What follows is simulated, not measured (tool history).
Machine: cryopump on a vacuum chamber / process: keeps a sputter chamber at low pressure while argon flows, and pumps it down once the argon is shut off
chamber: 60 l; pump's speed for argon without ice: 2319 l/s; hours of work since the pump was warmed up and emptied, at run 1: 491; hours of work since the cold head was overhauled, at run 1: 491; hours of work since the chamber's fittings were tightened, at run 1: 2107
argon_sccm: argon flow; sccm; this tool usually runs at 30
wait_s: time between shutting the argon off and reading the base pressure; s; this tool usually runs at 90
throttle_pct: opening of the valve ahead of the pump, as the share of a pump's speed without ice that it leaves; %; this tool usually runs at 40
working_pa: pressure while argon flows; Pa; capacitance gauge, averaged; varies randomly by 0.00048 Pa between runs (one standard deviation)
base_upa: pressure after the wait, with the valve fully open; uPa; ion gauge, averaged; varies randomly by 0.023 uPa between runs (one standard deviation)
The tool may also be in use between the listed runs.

| run | hour | argon_sccm | wait_s | throttle_pct | hours of work since the pump was warmed up and emptied | hours of work since the cold head was overhauled | hours of work since the chamber's fittings were tightened | working_pa | base_upa |
|---|---|---|---|---|---|---|---|---|---|
| 1 | 0 | 30 | 90 | 40 | 491 | 491 | 2107 | 0.0585 | 1.82 |
| 2 | 58.9 | 30 | 90 | 40 | 519 | 519 | 2135 | 0.059 | 1.84 |
| 3 | 87.7 | 30 | 90 | 40 | 533 | 533 | 2148 | 0.0585 | 1.83 |
| 4 | 116.1 | 30 | 90 | 40 | 546 | 546 | 2162 | 0.0591 | 1.78 |
| 5 | 155.5 | 30 | 90 | 40 | 564 | 564 | 2180 | 0.058 | 1.8 |
| 6 | 189.8 | 15 | 90 | 40 | 580 | 580 | 2196 | 0.0299 | 1.8 |
| 7 | 222.1 | 15 | 90 | 40 | 595 | 595 | 2211 | 0.0294 | 1.91 |
| 8 | 273.1 | 15 | 90 | 40 | 619 | 619 | 2235 | 0.0293 | 1.87 |
| 9 | 318.6 | 30 | 90 | 40 | 641 | 641 | 2257 | 0.0592 | 1.92 |
| 10 | 371.7 | 30 | 90 | 16 | 666 | 666 | 2281 | 0.1421 | 1.93 |
| 11 | 410 | 30 | 90 | 16 | 683 | 683 | 2299 | 0.1423 | 1.99 |
| 12 | 468.8 | 30 | 90 | 44 | 711 | 711 | 2327 | 0.0557 | 1.99 |
| 13 | 495.3 | 30 | 89 | 40 | 723 | 723 | 2339 | 0.061 | 2.07 |
| 14 | 538 | 30 | 89 | 40 | 743 | 743 | 2359 | 0.0607 | 2.06 |
| 15 | 580.3 | 32 | 186 | 28 | 763 | 763 | 2379 | 0.0899 | 1.71 |
| 16 | 636.1 | 32 | 186 | 28 | 789 | 789 | 2405 | 0.0895 | 1.77 |
| 17 | 663.9 | 51 | 244 | 28 | 802 | 802 | 2418 | 0.1448 | 1.67 |
| 18 | 710.2 | 30 | 39 | 51 | 824 | 824 | 2440 | 0.0504 | 2.98 |
| 19 | 751.8 | 54 | 41 | 48 | 844 | 844 | 2459 | 0.0938 | 2.81 |

Estimate the outcome of run 20 from the log above:
| 20 | 781.8 | 54 | 41 | 48 | 858 | 858 | 2473 | ? | ? |

working_pa: 0.0942 Pa
base_upa: 2.85 uPa
Had the tool carried no hidden state, the very same run would have given working_pa 0.0817 Pa, base_upa 1.5 uPa.

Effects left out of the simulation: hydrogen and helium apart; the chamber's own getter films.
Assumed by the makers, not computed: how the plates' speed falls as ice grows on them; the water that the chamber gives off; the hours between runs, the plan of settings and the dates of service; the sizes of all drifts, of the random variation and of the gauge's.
